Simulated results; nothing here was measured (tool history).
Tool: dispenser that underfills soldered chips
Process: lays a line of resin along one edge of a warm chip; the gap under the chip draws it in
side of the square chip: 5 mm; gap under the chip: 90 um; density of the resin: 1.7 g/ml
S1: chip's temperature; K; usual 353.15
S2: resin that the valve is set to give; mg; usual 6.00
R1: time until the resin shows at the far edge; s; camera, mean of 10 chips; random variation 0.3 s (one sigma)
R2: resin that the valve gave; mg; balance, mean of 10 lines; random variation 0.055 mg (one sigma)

{"run": 1, "day": 0.0, "S1": 353.15, "S2": 6.0, "R1": 5.7, "R2": 5.98}
{"run": 2, "day": 0.183, "S1": 356.15, "S2": 6.0, "R1": 5.0, "R2": 5.89}
{"day": 0.317, "done": "new syringe of resin"}
{"run": 3, "day": 0.417, "S1": 356.15, "S2": 6.0, "R1": 4.0, "R2": 5.88}
{"run": 4, "day": 0.675, "S1": 356.15, "S2": 6.0, "R1": 4.8, "R2": 5.81}
{"day": 0.729, "done": "new syringe of resin"}
{"run": 5, "day": 0.825, "S1": 356.15, "S2": 6.0, "R1": 4.7, "R2": 5.79}
{"run": 6, "day": 1.012, "S1": 353.15, "S2": 6.0, "R1": 5.9, "R2": 5.78}
{"day": 1.138, "done": "new syringe of resin"}
{"run": 7, "day": 1.175, "S1": 353.15, "S2": 6.0, "R1": 5.3, "R2": 5.79}
{"run": 8, "day": 1.371, "S1": 353.15, "S2": 6.44, "R1": 5.7, "R2": 6.3}
{"run": 9, "day": 1.521, "S1": 353.15, "S2": 6.44, "R1": 6.1, "R2": 6.22}
{"day": 1.554, "done": "new syringe of resin"}
{"run": 10, "day": 1.804, "S1": 360.15, "S2": 6.0, "R1": 4.2, "R2": 5.69}
{"run": 11, "day": 1.925, "S1": 353.15, "S2": 6.0, "R1": 6.2, "R2": 5.7}
{"day": 1.958, "done": "new syringe of resin"}
{"run": 12, "day": 2.192, "S1": 353.15, "S2": 6.0, "R1": 5.9, "R2": 5.74}
{"day": 2.375, "done": "new syringe of resin"}
{"run": 13, "day": 2.379, "S1": 353.15, "S2": 6.0, "R1": 5.2, "R2": 5.6}
{"run": 14, "day": 2.604, "S1": 349.15, "S2": 6.0, "R1": 7.3, "R2": 5.76}
{"day": 2.788, "done": "new syringe of resin"}
{"run": 15, "day": 2.875, "S1": 349.15, "S2": 6.0, "R1": 6.0, "R2": 5.65}
{"run": 16, "day": 2.996, "S1": 349.15, "S2": 6.0, "R1": 6.8, "R2": 5.64}
{"day": 3.2, "done": "new syringe of resin"}
{"run": 17, "day": 3.204, "S1": 349.15, "S2": 6.0, "R1": 6.9, "R2": 5.56}
{"run": 18, "day": 3.421, "S1": 349.15, "S2": 6.0, "R1": 7.1, "R2": 5.64}
{"run": 19, "day": 3.538, "S1": 349.15, "S2": 6.0, "R1": 7.1, "R2": 5.57}
{"day": 3.612, "done": "new syringe of resin"}
{"run": 20, "day": 3.704, "S1": 360.15, "S2": 5.3, "R1": 3.9, "R2": 4.96}
{"run": 21, "day": 3.938, "S1": 345.15, "S2": 5.43, "R1": 9.3, "R2": 5.07}
{"day": 4.021, "done": "new syringe of resin"}
{"run": 22, "day": 4.154, "S1": 345.15, "S2": 5.43, "R1": 8.8, "R2": 5.08}
{"run": 23, "day": 4.296, "S1": 345.15, "S2": 5.43, "R1": 9.2, "R2": 4.92}
{"day": 4.429, "done": "new syringe of resin"}
{"run": 24, "day": 4.512, "S1": 345.15, "S2": 5.43, "R1": 8.4, "R2": 5.01}
{"run": 25, "day": 4.779, "S1": 345.15, "S2": 6.89, "R1": 9.5, "R2": 6.24}
{"day": 4.846, "done": "new syringe of resin"}
{"run": 26, "day": 4.992, "S1": 353.15, "S2": 6.44, "R1": 5.1, "R2": 5.84}
{"run": 27, "day": 5.2, "S1": 358.15, "S2": 6.84, "R1": 4.8, "R2": 6.25}
{"day": 5.267, "done": "new syringe of resin"}
{"run": 28, "day": 5.346, "S1": 353.15, "S2": 7.6, "R1": 5.4, "R2": 6.89}
{"run": 29, "day": 5.533, "S1": 351.15, "S2": 6.0, "R1": 7.0, "R2": 5.35}
{"day": 5.675, "done": "new syringe of resin"}
{"run": 30, "day": 5.675, "S1": 345.15, "S2": 7.33, "R1": 7.4, "R2": 6.63}
{"run": 31, "day": 5.883, "S1": 342.15, "S2": 7.12, "R1": 9.7, "R2": 6.43}
{"day": 6.088, "done": "new syringe of resin"}
{"run": 32, "day": 6.15, "S1": 357.15, "S2": 7.47, "R1": 4.4, "R2": 6.67}
{"run": 33, "day": 6.354, "S1": 338.15, "S2": 5.32, "R1": 13.7, "R2": 4.7}
{"day": 6.492, "done": "new syringe of resin"}
{"run": 34, "day": 6.575, "S1": 338.15, "S2": 5.32, "R1": 12.4, "R2": 4.73}
{"run": 35, "day": 6.712, "S1": 343.15, "S2": 6.0, "R1": 10.2, "R2": 5.24}

Hidden state or all else? Some run-to-run changes of R1, split into what the settings, what came in and random variation would give without the hidden state, and what is left for the hidden state (with any gauge scatter that isn't in both results):
The hidden state here: resin's viscosity, % of fresh resin's; dose that the valve gives, % of what is set; true chip temperature over the reading, C; drift of the gauge itself on fill_s, %; drift of the gauge itself on given_mg, %.
Run 20 -> 21: S1 360.15 -> 345.15, S2 5.30 -> 5.43. R1 +5.4 s: hidden state +1.5, all else +3.9.
Run 31 -> 32: S1 342.15 -> 357.15, S2 7.12 -> 7.47, new syringe of resin. R1 -5.3 s: hidden state -1.0, all else -4.3.
Run 32 -> 33: S1 357.15 -> 338.15, S2 7.47 -> 5.32. R1 +9.3 s: hidden state +2.6, all else +6.7.
Run 33 -> 34: new syringe of resin. R1 -1.3 s: hidden state -1.2, all else -0.1.
